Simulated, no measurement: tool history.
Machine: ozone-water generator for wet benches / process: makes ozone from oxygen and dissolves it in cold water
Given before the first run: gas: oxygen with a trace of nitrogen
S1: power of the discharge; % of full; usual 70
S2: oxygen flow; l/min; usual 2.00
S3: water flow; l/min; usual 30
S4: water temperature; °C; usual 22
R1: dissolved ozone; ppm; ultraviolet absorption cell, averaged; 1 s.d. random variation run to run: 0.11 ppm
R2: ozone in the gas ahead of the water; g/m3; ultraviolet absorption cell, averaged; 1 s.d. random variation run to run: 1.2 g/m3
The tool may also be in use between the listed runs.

Run 1, hour 0.0: usual settings. Result: R1 8.5 ppm, R2 210.6 g/m3.
Run 2, hour 24.2: usual settings. Result: R1 8.7 ppm, R2 210.9 g/m3.
Run 3, hour 37.7: usual settings. Result: R1 8.7 ppm, R2 212.7 g/m3.
Run 4, hour 55.3: usual settings but S4 24 °C. Result: R1 8.4 ppm, R2 212.6 g/m3.
Run 5, hour 71.8: usual settings but S3 23 l/min, S4 24 °C. Result: R1 11.2 ppm, R2 213.2 g/m3.
Run 6, hour 98.8: usual settings but S4 26 °C. Result: R1 8.4 ppm, R2 210.6 g/m3.
Run 7, hour 131.7: usual settings. Result: R1 8.5 ppm, R2 213.4 g/m3.
Run 8, hour 150.1: usual settings. Result: R1 8.8 ppm, R2 211.3 g/m3.
Run 9, hour 178.1: usual settings. Result: R1 8.6 ppm, R2 212.3 g/m3.
Run 10, hour 203.0: usual settings. Result: R1 8.6 ppm, R2 213.8 g/m3.
Run 11, hour 221.0: usual settings but S3 27 l/min. Result: R1 9.7 ppm, R2 212.7 g/m3.
Run 12, hour 252.7: usual settings but S3 27 l/min. Result: R1 9.8 ppm, R2 212.7 g/m3.
Run 13, hour 273.5: usual settings but S3 27 l/min. Result: R1 9.7 ppm, R2 213.4 g/m3.
Run 14, hour 289.3: usual settings but S4 17 °C. Result: R1 8.8 ppm, R2 210.8 g/m3.
Run 15, hour 321.9: usual settings but S1 96 % of full, S3 18 l/min, S4 17 °C. Result: R1 19.7 ppm, R2 270.2 g/m3.
Run 16, hour 349.2: usual settings but S2 1.85 l/min. Result: R1 8.7 ppm, R2 222.8 g/m3.
Run 17, hour 380.8: usual settings but S2 2.09 l/min, S3 41 l/min, S4 15 °C. Result: R1 6.2 ppm, R2 207.0 g/m3.
Run 18, hour 405.9: usual settings but S2 2.09 l/min, S3 41 l/min, S4 15 °C. Result: R1 6.2 ppm, R2 205.3 g/m3.
Run 19, hour 427.6: usual settings but S2 2.09 l/min, S3 41 l/min, S4 15 °C. Result: R1 6.1 ppm, R2 206.9 g/m3.
Run 20, hour 445.8: usual settings but S1 63 % of full, S2 1.56 l/min. Result: R1 7.5 ppm, R2 223.1 g/m3.
Run 21, hour 471.4: usual settings but S1 66 % of full, S2 1.41 l/min, S4 29 °C. Result: R1 7.0 ppm, R2 240.5 g/m3.
Run 22, hour 487.9: usual settings but S3 23 l/min. Result: R1 11.6 ppm, R2 210.4 g/m3.
Run 23, hour 503.9: usual settings but S1 69 % of full, S2 1.59 l/min, S4 26 °C. Result: R1 7.8 ppm, R2 234.3 g/m3.
Run 24, hour 519.0: usual settings but S3 38 l/min, S4 16 °C. Result: R1 6.6 ppm, R2 212.4 g/m3.

What if the next run were any one of these 3? Each begins from the tool's condition after run 24:
Run A, hour 535.6: usual settings but S2 2.58 l/min. Result: R1 ?, R2 ?.
Run B, hour 535.6: usual settings but S2 2.75 l/min, S3 38 l/min, S4 15 °C. Result: R1 ?, R2 ?.
Run C, hour 535.6: usual settings but S1 46 % of full, S2 2.06 l/min. Result: R1 ?, R2 ?.

run   R1     R2
  A  9.1  184.6
  B  7.4  179.4
  C  6.3  149.4
Take away the tool's hidden state, keep each run's random variation, and the runs would have read:
run   R1     R2
  A  9.1  184.8
  B  7.4  179.6
  C  6.3  149.5
